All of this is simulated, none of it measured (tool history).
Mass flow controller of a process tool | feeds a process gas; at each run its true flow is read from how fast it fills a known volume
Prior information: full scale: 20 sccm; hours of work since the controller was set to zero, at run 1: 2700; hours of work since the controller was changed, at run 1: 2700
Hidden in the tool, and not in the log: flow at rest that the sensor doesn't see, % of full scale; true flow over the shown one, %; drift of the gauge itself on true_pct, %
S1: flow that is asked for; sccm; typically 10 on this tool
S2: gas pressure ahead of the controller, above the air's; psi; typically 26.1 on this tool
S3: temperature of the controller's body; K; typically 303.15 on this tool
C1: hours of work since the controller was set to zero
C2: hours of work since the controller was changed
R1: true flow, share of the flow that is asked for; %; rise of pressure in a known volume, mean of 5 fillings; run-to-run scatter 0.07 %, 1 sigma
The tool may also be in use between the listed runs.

{"run": 1, "hour": 0.0, "S1": 10, "S2": 26.1, "S3": 303.15, "C1": 2700, "C2": 2700, "R1": 97.4}
{"run": 2, "hour": 52.8, "S1": 10, "S2": 26.1, "S3": 303.15, "C1": 2739, "C2": 2739, "R1": 97.41}
{"run": 3, "hour": 138.6, "S1": 10, "S2": 26.1, "S3": 303.15, "C1": 2803, "C2": 2803, "R1": 97.29}
{"run": 4, "hour": 210.8, "S1": 10, "S2": 26.1, "S3": 303.15, "C1": 2857, "C2": 2857, "R1": 97.31}
{"run": 5, "hour": 308.2, "S1": 10, "S2": 26.1, "S3": 303.15, "C1": 2929, "C2": 2929, "R1": 97.27}
{"run": 6, "hour": 413.1, "S1": 10, "S2": 26.1, "S3": 303.15, "C1": 3007, "C2": 3007, "R1": 97.08}
{"run": 7, "hour": 524.8, "S1": 10, "S2": 23.5, "S3": 303.15, "C1": 3089, "C2": 3089, "R1": 97.15}
{"run": 8, "hour": 625.7, "S1": 10, "S2": 28.6, "S3": 303.15, "C1": 3164, "C2": 3164, "R1": 97.16}
{"run": 9, "hour": 695.7, "S1": 10, "S2": 28.6, "S3": 303.15, "C1": 3216, "C2": 3216, "R1": 96.97}
{"run": 10, "hour": 809.3, "S1": 10, "S2": 35.1, "S3": 303.15, "C1": 3300, "C2": 3300, "R1": 97.06}
{"run": 11, "hour": 897.0, "S1": 10, "S2": 26.1, "S3": 303.15, "C1": 3365, "C2": 3365, "R1": 96.99}
{"run": 12, "hour": 970.3, "S1": 10, "S2": 26.1, "S3": 303.15, "C1": 3420, "C2": 3420, "R1": 96.81}
{"run": 13, "hour": 1051.1, "S1": 10, "S2": 26.1, "S3": 303.15, "C1": 3480, "C2": 3480, "R1": 96.73}
{"run": 14, "hour": 1138.1, "S1": 10, "S2": 29.9, "S3": 303.15, "C1": 3544, "C2": 3544, "R1": 96.81}
{"run": 15, "hour": 1198.3, "S1": 10, "S2": 29.9, "S3": 303.15, "C1": 3589, "C2": 3589, "R1": 96.79}
{"run": 16, "hour": 1288.5, "S1": 10, "S2": 29.9, "S3": 303.15, "C1": 3656, "C2": 3656, "R1": 96.66}
{"run": 17, "hour": 1348.9, "S1": 5, "S2": 26.1, "S3": 303.15, "C1": 3701, "C2": 3701, "R1": 93.86}
{"run": 18, "hour": 1408.4, "S1": 10, "S2": 26.1, "S3": 303.15, "C1": 3745, "C2": 3745, "R1": 96.61}
{"run": 19, "hour": 1511.6, "S1": 10, "S2": 26.1, "S3": 303.15, "C1": 3821, "C2": 3821, "R1": 96.57}
{"run": 20, "hour": 1618.4, "S1": 10, "S2": 26.1, "S3": 303.15, "C1": 3900, "C2": 3900, "R1": 96.43}
{"run": 21, "hour": 1726.0, "S1": 16, "S2": 21.5, "S3": 313.15, "C1": 3980, "C2": 3980, "R1": 98.52}
{"run": 22, "hour": 1830.2, "S1": 6, "S2": 24.9, "S3": 296.15, "C1": 4058, "C2": 4058, "R1": 93.85}
{"run": 23, "hour": 1894.6, "S1": 6, "S2": 24.9, "S3": 296.15, "C1": 4105, "C2": 4105, "R1": 93.95}
{"run": 24, "hour": 1994.5, "S1": 6, "S2": 24.9, "S3": 296.15, "C1": 4179, "C2": 4179, "R1": 93.77}
{"run": 25, "hour": 2063.1, "S1": 13, "S2": 26.1, "S3": 312.15, "C1": 4230, "C2": 4230, "R1": 97.53}
{"run": 26, "hour": 2126.7, "S1": 4, "S2": 26.1, "S3": 309.15, "C1": 4277, "C2": 4277, "R1": 91.96}
{"run": 27, "hour": 2180.0, "S1": 4, "S2": 26.1, "S3": 309.15, "C1": 4317, "C2": 4317, "R1": 91.95}
{"run": 28, "hour": 2279.3, "S1": 10, "S2": 35, "S3": 294.15, "C1": 4391, "C2": 4391, "R1": 95.61}
{"run": 29, "hour": 2388.5, "S1": 10, "S2": 35, "S3": 294.15, "C1": 4472, "C2": 4472, "R1": 95.75}
{"hour": 2425.5, "done": "controller's zero set anew"}
{"run": 30, "hour": 2502.9, "S1": 5, "S2": 25.8, "S3": 303.15, "C1": 57, "C2": 4556, "R1": 98.22}
{"run": 31, "hour": 2550.5, "S1": 5, "S2": 25.8, "S3": 303.15, "C1": 93, "C2": 4591, "R1": 98.31}
{"run": 32, "hour": 2623.8, "S1": 16, "S2": 26.1, "S3": 295.15, "C1": 147, "C2": 4646, "R1": 98.89}
{"run": 33, "hour": 2689.0, "S1": 16, "S2": 26.1, "S3": 295.15, "C1": 195, "C2": 4694, "R1": 98.83}
{"run": 34, "hour": 2752.5, "S1": 7, "S2": 29.9, "S3": 310.15, "C1": 243, "C2": 4741, "R1": 98.58}
{"run": 35, "hour": 2845.2, "S1": 17, "S2": 29.9, "S3": 310.15, "C1": 311, "C2": 4810, "R1": 99.74}
{"run": 36, "hour": 2899.0, "S1": 11, "S2": 26.1, "S3": 297.15, "C1": 351, "C2": 4850, "R1": 98.31}
{"run": 37, "hour": 2957.5, "S1": 3, "S2": 26.1, "S3": 297.15, "C1": 394, "C2": 4893, "R1": 96.92}

Measured less the same run without the tool's hidden state. The same run-to-run variation is in both; the gauge's scatter may not be:
run=1 R1=-1.99
run=2 R1=-2.02
run=3 R1=-2.06
run=4 R1=-2.11
run=5 R1=-2.16
run=6 R1=-2.21
run=7 R1=-2.29
run=8 R1=-2.34
run=9 R1=-2.37
run=10 R1=-2.43
run=11 R1=-2.48
run=12 R1=-2.52
run=13 R1=-2.56
run=14 R1=-2.62
run=15 R1=-2.65
run=16 R1=-2.7
run=17 R1=-5.06
run=18 R1=-2.76
run=19 R1=-2.82
run=20 R1=-2.87
run=21 R1=-2
run=22 R1=-4.68
run=23 R1=-4.74
run=24 R1=-4.82
run=25 R1=-2.51
run=26 R1=-7.16
run=27 R1=-7.22
run=28 R1=-3.24
run=29 R1=-3.31
run=30 R1=-0.76
run=31 R1=-0.8
run=32 R1=-0.65
run=33 R1=-0.67
run=34 R1=-0.87
run=35 R1=-0.72
run=36 R1=-0.83
run=37 R1=-1.61
